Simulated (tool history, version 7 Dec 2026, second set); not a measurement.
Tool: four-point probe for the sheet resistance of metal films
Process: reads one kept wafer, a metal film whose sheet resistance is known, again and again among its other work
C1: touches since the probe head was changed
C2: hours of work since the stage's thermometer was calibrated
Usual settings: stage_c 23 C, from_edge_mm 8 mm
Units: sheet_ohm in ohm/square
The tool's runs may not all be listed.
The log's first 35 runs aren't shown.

Run 36, hour 1086.9: usual settings but stage_c 20 C, from_edge_mm 12 mm; C1 129485; C2 688. Result: sheet_ohm 0.189127 ohm/square.
Run 37, hour 1112.6: usual settings but stage_c 28 C, from_edge_mm 68 mm; C1 130889; C2 705. Result: sheet_ohm 0.189445 ohm/square.
Run 38, hour 1135.8: usual settings but stage_c 21 C; C1 132158; C2 719. Result: sheet_ohm 0.189390 ohm/square.
Run 39, hour 1162.9: usual settings but stage_c 21 C, from_edge_mm 47 mm; C1 133643; C2 736. Result: sheet_ohm 0.188966 ohm/square.
Run 40, hour 1199.5: usual settings but from_edge_mm 38 mm; C1 135642; C2 760. Result: sheet_ohm 0.189165 ohm/square.
Run 41, hour 1236.9: usual settings but stage_c 34 C; C1 137683; C2 783. Result: sheet_ohm 0.190263 ohm/square.
Run 42, hour 1263.4: usual settings but stage_c 34 C; C1 139133; C2 800. Result: sheet_ohm 0.190161 ohm/square.
Run 43, hour 1286.2: usual settings but stage_c 34 C; C1 140382; C2 814. Result: sheet_ohm 0.190208 ohm/square.
Run 44, hour 1319.6: usual settings but stage_c 19 C, from_edge_mm 4 mm; C1 142207; C2 836. Result: sheet_ohm 0.190262 ohm/square.
Run 45, hour 1349.4: usual settings but stage_c 27 C, from_edge_mm 10 mm; C1 143834; C2 854. Result: sheet_ohm 0.189410 ohm/square.

3 ways to go on from here, each from the tool as it stands after run 45. What would each give?
Run A, hour 1375.2: usual settings but stage_c 28 C, from_edge_mm 16 mm; C1 145246; C2 871. Result: sheet_ohm ?.
Run B, hour 1375.2: usual settings but stage_c 32 C, from_edge_mm 10 mm; C1 145246; C2 871. Result: sheet_ohm ?.
Run C, hour 1375.2: usual settings but from_edge_mm 6 mm; C1 145246; C2 871. Result: sheet_ohm ?.

run  sheet_ohm
  A   0.189365
  B   0.189816
  C   0.189621
Without the tool's hidden state the same runs would have given:
run  sheet_ohm
  A   0.191522
  B   0.191975
  C   0.191784
